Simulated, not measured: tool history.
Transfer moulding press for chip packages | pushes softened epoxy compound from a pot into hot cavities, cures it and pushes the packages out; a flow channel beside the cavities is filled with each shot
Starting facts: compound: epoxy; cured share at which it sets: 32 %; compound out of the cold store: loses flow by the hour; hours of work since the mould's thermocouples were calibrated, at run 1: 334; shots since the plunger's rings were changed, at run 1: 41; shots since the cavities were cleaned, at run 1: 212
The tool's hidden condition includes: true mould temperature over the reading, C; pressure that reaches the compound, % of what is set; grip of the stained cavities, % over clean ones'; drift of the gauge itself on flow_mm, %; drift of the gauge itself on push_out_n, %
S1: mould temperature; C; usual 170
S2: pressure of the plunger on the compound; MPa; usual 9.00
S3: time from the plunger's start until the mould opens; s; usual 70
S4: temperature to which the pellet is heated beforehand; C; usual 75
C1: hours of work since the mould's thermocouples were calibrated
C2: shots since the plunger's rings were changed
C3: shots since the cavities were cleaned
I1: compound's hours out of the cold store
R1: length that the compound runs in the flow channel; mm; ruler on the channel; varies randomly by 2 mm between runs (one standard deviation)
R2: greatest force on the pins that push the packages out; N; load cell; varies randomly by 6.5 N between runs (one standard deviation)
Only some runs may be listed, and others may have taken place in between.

run   hour   S1     S2   S3  S4   C1    C2   C3    I1   R1   R2
  1    0.0  170   9.00   70  75  334    41  212  33.7  707  252
  2   23.2  170   9.00   70  75  352   437  608  15.3  782  284
      29.4  -- cavities cleaned with cleaning compound and waxed
      56.4  -- mould's thermocouples calibrated
  3   57.6  170   9.00   70  75    1   963  446  38.0  688  256
      73.8  -- cavities cleaned with cleaning compound and waxed
  4   83.4  170   9.00   70  75   20  1378  164  19.5  767  255
  5  101.8  170   9.00   70  81   34  1691  477  37.1  697  244
     117.7  -- cavities cleaned with cleaning compound and waxed
  6  121.4  172   9.00   70  75   48  2001   64  29.2  723  230
  7  143.4  170  10.71   70  75   65  2375  438  19.2  837  264
     161.2  -- cavities cleaned with cleaning compound and waxed
  8  163.0  170   9.00  108  75   79  2684   31  34.9  701  162
  9  196.8  170   9.00  108  75  105  3260  607  24.7  746  153
     204.3  -- cavities cleaned with cleaning compound and waxed
 10  228.2  170   7.88   70  75  128  3771  408   9.8  757  291
     246.9  -- cavities cleaned with cleaning compound and waxed
 11  262.2  170   7.88   70  75  153  4325  261  28.2  678  265
     290.9  -- plunger's sealing rings changed
     292.4  -- cavities cleaned with cleaning compound and waxed
 12  300.3  169   9.00   70  75  179   135  135  36.5  700  270
 13  323.9  170   9.00   70  75  197   537  537  14.5  789  257
     334.3  -- cavities cleaned with cleaning compound and waxed
 14  359.3  170   9.00   70  77  223  1116  426  30.3  720  247
     377.8  -- cavities cleaned with cleaning compound and waxed
 15  394.1  177   9.00   70  75  249  1684  279  18.8  759  176
     421.9  -- cavities cleaned with cleaning compound and waxed
 16  427.3  171   8.01   70  79  273  2224   92  28.6  686  228
 17  442.1  170   7.45   52  79  285  2477  345  26.5  668  575
     465.6  -- cavities cleaned with cleaning compound and waxed
 18  474.9  170   9.00   70  83  309  3011  160  47.2  657  238
 19  495.1  170   9.43   94  83  324  3355  504  37.8  709  161
     508.6  -- cavities cleaned with cleaning compound and waxed
 20  514.2  178   9.12  103  83  338  3654   94  34.6  693  160
 21  534.7  168   8.65  103  75  354  4004  444  39.2  678  169
     550.8  -- cavities cleaned with cleaning compound and waxed
 22  555.9  164   9.00   70  75  369  4341   88  10.6  820  449
     564.7  -- mould's thermocouples calibrated
     585.7  -- plunger's sealing rings changed
 23  594.4  166   9.00  102  75   21   148  667   9.7  814  174
     597.9  -- cavities cleaned with cleaning compound and waxed
 24  626.7  166   9.00  102  75   45   674  492  41.6  688  161
     640.1  -- cavities cleaned with cleaning compound and waxed
 25  648.6  174   6.88   70  73   60  1022  145  47.1  569  200

Consider 4 possible next runs. They are alternatives, not a sequence: every one starts from the tool as it was left by run 25. What does each give?
     682.0  -- cavities cleaned with cleaning compound and waxed
  A  682.8  170  7.74  56  75  86  1579  13  17.7   ?   ?
     682.0  -- cavities cleaned with cleaning compound and waxed
  B  682.8  166  8.79  70  75  86  1579  13  46.6   ?   ?
     682.0  -- cavities cleaned with cleaning compound and waxed
  C  682.8  170  7.26  70  75  86  1579  13  44.4   ?   ?
     682.0  -- cavities cleaned with cleaning compound and waxed
  D  682.8  166  9.00  52  78  86  1579  13  12.0   ?   ?

run   R1   R2
  A  719  499
  B  661  324
  C  601  238
  D  811  719
Take away the tool's hidden state, keep each run's random variation, and the runs would have read:
run   R1   R2
  A  719  499
  B  661  324
  C  601  238
  D  811  718

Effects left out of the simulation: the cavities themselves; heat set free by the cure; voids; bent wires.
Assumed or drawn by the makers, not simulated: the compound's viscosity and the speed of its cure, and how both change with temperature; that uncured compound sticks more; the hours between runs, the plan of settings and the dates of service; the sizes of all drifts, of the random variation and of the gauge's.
